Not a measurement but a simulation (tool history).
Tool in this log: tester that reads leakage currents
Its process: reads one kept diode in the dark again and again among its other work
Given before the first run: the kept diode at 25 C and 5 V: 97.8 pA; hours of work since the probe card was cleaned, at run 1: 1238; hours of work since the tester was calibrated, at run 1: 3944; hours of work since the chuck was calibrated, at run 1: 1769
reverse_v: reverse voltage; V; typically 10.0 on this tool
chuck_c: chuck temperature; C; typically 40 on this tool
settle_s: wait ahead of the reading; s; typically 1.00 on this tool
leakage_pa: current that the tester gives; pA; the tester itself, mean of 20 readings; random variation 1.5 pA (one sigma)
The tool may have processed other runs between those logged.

run	hour	reverse_v	chuck_c	settle_s	hours of work since the probe card was cleaned	hours of work since the tester was calibrated	hours of work since the chuck was calibrated	leakage_pa
1	0.0	10.0	40	1.00	1238	3944	1769	449.41
2	183.8	10.0	40	0.35	1329	4035	1859	449.06
3	377.7	10.0	40	0.35	1424	4130	1954	450.41
4	548.4	10.0	40	4.15	1508	4214	2038	441.51
5	660.6	2.2	40	1.00	1563	4269	2093	204.55
6	875.9	2.2	40	1.00	1669	4375	2199	203.15
7	1037.8	10.0	40	1.00	1748	4454	2279	439.80
# hour 1241.5: chuck's temperature calibrated
8	1258.7	10.0	40	1.00	1856	4562	8	404.63
9	1436.0	2.0	40	1.00	1943	4649	96	178.12
10	1585.7	17.2	40	1.00	2017	4723	169	532.31
11	1754.5	17.2	40	1.00	2100	4806	252	533.72
12	1902.6	17.2	40	1.00	2172	4878	325	530.80
13	2024.4	17.2	40	0.85	2232	4938	385	529.85
# hour 2046.4: chuck's temperature calibrated, once more
# hour 2048.4: tester calibrated
14	2158.8	17.2	40	0.85	2296	54	54	661.56
15	2258.9	17.2	40	0.85	2345	103	103	656.16
16	2481.7	1.9	31	1.65	2455	213	213	102.24
17	2582.2	5.7	31	8.05	2504	262	262	179.04
18	2704.7	12.6	30	9.14	2565	323	323	249.75
19	2927.4	9.9	33	0.38	2674	432	432	284.38
20	3055.2	9.9	33	0.38	2737	495	495	286.85
21	3230.1	9.9	33	0.38	2823	581	581	283.70
22	3341.8	5.7	42	0.42	2878	636	636	430.39
23	3435.0	5.7	41	8.85	2924	681	681	392.79
24	3539.7	5.7	41	8.85	2975	733	733	390.10
25	3760.6	1.1	45	6.21	3083	841	841	231.93
26	3913.9	1.1	40	6.69	3159	917	917	156.72
27	4110.6	7.1	21	1.52	3255	1013	1013	88.65

Forecast each of these 5 alternatives for the next run:
A	4245.3	7.1	20	5.50	3322	1080	1080	?
B	4245.3	2.8	57	0.48	3322	1080	1080	?
C	4245.3	1.5	21	4.24	3322	1080	1080	?
D	4245.3	7.1	21	0.67	3322	1080	1080	?
E	4245.3	7.1	35	0.59	3322	1080	1080	?

run	leakage_pa
A	80.96
B	901.09
C	37.48
D	89.90
E	272.50
With no hidden state in the tool, these same runs would have given:
run	leakage_pa
A	75.05
B	944.53
C	37.56
D	84.42
E	277.57
